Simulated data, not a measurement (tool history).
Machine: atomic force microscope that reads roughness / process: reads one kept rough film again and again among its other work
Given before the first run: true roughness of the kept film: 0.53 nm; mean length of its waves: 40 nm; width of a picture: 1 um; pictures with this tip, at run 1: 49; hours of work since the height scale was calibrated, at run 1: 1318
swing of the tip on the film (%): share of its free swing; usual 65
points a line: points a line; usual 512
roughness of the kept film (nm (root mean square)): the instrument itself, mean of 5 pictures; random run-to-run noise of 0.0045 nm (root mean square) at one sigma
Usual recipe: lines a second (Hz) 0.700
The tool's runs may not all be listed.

run,hour,lines a second (Hz),swing of the tip on the film (%),points a line,pictures with this tip,hours of work since the height scale was calibrated,roughness of the kept film (nm (root mean square))
1,0.0,0.700,65,512,49,1318,0.515
# hour 10.7: height scale calibrated on a step standard
2,38.3,0.700,65,512,91,16,0.508
3,98.4,0.662,65,512,157,52,0.516
4,141.8,0.662,65,512,205,78,0.512
# hour 158.8: new tip fitted
5,189.9,0.662,65,512,34,106,0.519
6,237.5,0.662,65,512,87,134,0.514
7,280.6,0.662,65,512,134,160,0.509
8,356.3,0.662,65,512,218,205,0.515
# hour 363.9: new tip fitted
9,400.4,0.662,65,512,41,230,0.519
10,440.6,0.700,65,512,85,254,0.514
11,501.3,0.700,65,512,152,290,0.512
# hour 567.9: new tip fitted
12,576.4,0.700,65,325,9,334,0.508

Run 13 is up next; what results do you expect?
13,617.0,2.026,63,335,54,359,?

{"run 13": {"roughness of the kept film (nm (root mean square))": 0.504}}
Minus the tool's unlogged condition, the same run would have read roughness of the kept film (nm (root mean square)) 0.505.
